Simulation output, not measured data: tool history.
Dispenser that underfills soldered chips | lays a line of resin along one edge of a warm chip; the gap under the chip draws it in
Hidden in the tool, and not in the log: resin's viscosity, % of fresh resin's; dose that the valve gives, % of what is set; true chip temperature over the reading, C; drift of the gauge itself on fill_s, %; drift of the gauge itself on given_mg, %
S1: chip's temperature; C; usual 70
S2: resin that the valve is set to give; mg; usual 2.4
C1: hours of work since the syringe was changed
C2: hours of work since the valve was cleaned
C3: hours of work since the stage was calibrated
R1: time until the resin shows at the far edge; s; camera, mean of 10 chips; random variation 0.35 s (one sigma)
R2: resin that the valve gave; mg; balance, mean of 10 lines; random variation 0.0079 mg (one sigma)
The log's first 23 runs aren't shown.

run     day  S1    S2  C1  C2   C3    R1     R2
 24  11.012  66  2.47   7  30  335  26.5  2.429
     11.075  -- new syringe of resin
     11.483  -- new syringe of resin
 25  11.633  58  2.24   3  41  345  33.9  2.192
     11.888  -- new syringe of resin
 26   12.25  60  2.24   6  52  356  34.5  2.168
     12.304  -- new syringe of resin
     12.754  -- new syringe of resin
 27  12.767  83  3.09   0  61  365   9.3  2.988
     13.204  -- new syringe of resin
 28   13.45  83  3.09   4  73  377    11  2.952
     13.646  -- new syringe of resin
 29   13.85  57   2.7   4  80  384    35  2.576
     14.075  -- new syringe of resin
 30  14.404  55  2.12   6  89  394  43.2  2.001
     14.508  -- new syringe of resin
      14.85  -- dispensing valve cleaned and set on the balance
 31  14.904  55  2.12   6   1  402  44.1  2.103
     15.004  -- new syringe of resin
 32  15.312  63  3.06   6   8  409  27.3  3.038
     15.408  -- new syringe of resin
 33  15.792  63  3.06   7  17  417  29.4  3.024

5 ways to go on from here, each from the tool as it stands after run 33. What would each give?
     15.838  -- new syringe of resin
     16.279  -- new syringe of resin
  A  16.454  85  2.94   3  28  429   ?   ?
     15.838  -- new syringe of resin
     16.279  -- new syringe of resin
  B  16.454  64  2.45   3  28  429   ?   ?
     15.838  -- new syringe of resin
     16.279  -- new syringe of resin
  C  16.454  60  2.78   3  28  429   ?   ?
     15.838  -- new syringe of resin
     16.279  -- new syringe of resin
  D  16.454  63   2.4   3  28  429   ?   ?
     15.838  -- new syringe of resin
     16.279  -- new syringe of resin
  E  16.454  64  2.87   3  28  429   ?   ?

run    R1     R2
  A   9.5  2.884
  B  23.5  2.394
  C  29.5  2.735
  D  26.2   2.36
  E  24.1  2.825
Without the tool's hidden state the same runs would have given:
run    R1     R2
  A   9.2  2.936
  B  22.9  2.438
  C    29  2.784
  D  25.6  2.403
  E  23.6  2.876
